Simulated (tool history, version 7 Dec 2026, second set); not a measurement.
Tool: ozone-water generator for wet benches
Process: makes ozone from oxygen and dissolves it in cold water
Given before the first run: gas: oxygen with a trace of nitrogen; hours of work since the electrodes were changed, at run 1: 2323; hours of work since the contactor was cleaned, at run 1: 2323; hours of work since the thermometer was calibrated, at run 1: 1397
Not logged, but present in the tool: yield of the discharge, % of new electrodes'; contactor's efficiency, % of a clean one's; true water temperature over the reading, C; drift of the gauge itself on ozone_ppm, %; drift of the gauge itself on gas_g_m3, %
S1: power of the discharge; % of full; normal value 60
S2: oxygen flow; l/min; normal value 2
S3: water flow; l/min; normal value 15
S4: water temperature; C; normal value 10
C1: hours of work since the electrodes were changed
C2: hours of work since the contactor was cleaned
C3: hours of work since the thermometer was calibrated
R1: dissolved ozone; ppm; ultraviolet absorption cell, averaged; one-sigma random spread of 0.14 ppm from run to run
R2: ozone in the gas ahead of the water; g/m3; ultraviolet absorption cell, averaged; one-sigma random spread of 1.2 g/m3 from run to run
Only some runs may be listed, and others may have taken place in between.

run	hour	S1	S2	S3	S4	C1	C2	C3	R1	R2
1	0	60	2	15	10	2323	2323	1397	14.3	197.9
2	105.9	60	2	15	10	2421	2421	1495	14.4	199.1
3	234.8	60	2	15	10	2540	2540	1614	14.3	195.8
4	363.5	60	2	15	10	2659	2659	1733	14.1	196.3
# hour 441.6: contactor cleaned
5	472.7	60	2	15	10	2756	29	1830	14.5	196.3
6	618.6	60	2.03	15	10	2891	164	1965	14.5	193.7
7	765.6	49	2	15	10	3026	299	2100	12.5	166
8	898.9	49	2	15	10	3150	422	2223	12.3	165.5
9	968.2	60	2	15	10	3214	486	2288	14.3	193.3
10	1086.6	60	2	15	10	3323	596	2397	14.4	191
11	1202.1	60	2	11	10	3430	702	2504	19	190.7
12	1292.8	43	2	15	10	3513	786	2587	11	147.8
13	1395.5	43	2	15	10	3608	881	2682	11	149.2
14	1469.8	60	2	22	10	3677	950	2751	9.4	188.9
15	1584.1	60	2	22	10	3783	1055	2856	9.4	188.6
16	1669.4	60	2	22	10	3861	1134	2935	9.2	186.6
17	1755.6	48	2	15	10	3941	1214	3015	11.7	161.4
18	1894.8	48	2	15	10	4069	1342	3143	11.4	156.4
# hour 1932.6: water thermometer calibrated
19	2020.4	48	2	15	10	4185	1458	81	11.5	157.4
20	2081.2	48	2	15	10	4241	1514	137	11.6	157.7
21	2147	48	2	15	10	4302	1575	198	11.6	156
22	2238.3	48	2	15	10	4386	1659	282	11.7	156.7
23	2365.1	60	2	9	9	4503	1776	400	22	179.8
24	2425.1	60	2	9	9	4559	1832	455	21.9	181.9
25	2550.6	60	3.02	9	7	4675	1948	571	24.6	154.4
26	2700.2	60	3.02	9	7	4813	2086	709	24.2	155.4
27	2795.9	60	3.02	9	7	4901	2174	798	24.2	154.2
28	2897.9	60	3.02	9	7	4996	2268	892	24.2	154.3
29	2986	60	3.02	9	8	5077	2350	973	23.5	153.7
30	3098.8	60	3.02	20	12	5181	2454	1077	11	153.1
31	3243.5	60	3.02	20	12	5315	2588	1211	11.1	152
32	3367.3	60	3.02	20	12	5429	2702	1325	11	151.7
# hour 3395.4: electrodes of the discharge changed
# hour 3399.4: contactor cleaned
33	3521.6	71	2	13	10	113	113	1459	21.5	248.9
34	3644.8	56	2.4	20	10	227	227	1572	12.3	190

3 ways to go on from here, each from the tool as it stands after run 34. What would each give?
A	3722.1	60	2	9	10	298	298	1644	?	?
B	3722.1	60	1.4	15	14	298	298	1644	?	?
C	3722.1	73	1.04	15	10	298	298	1644	?	?

run	R1	R2
A	25.7	216.6
B	13.3	245.9
C	13.9	321.9
Without the tool's unlogged condition, the same runs would have read:
run	R1	R2
A	26	217.4
B	13.5	246.8
C	14.1	323.4
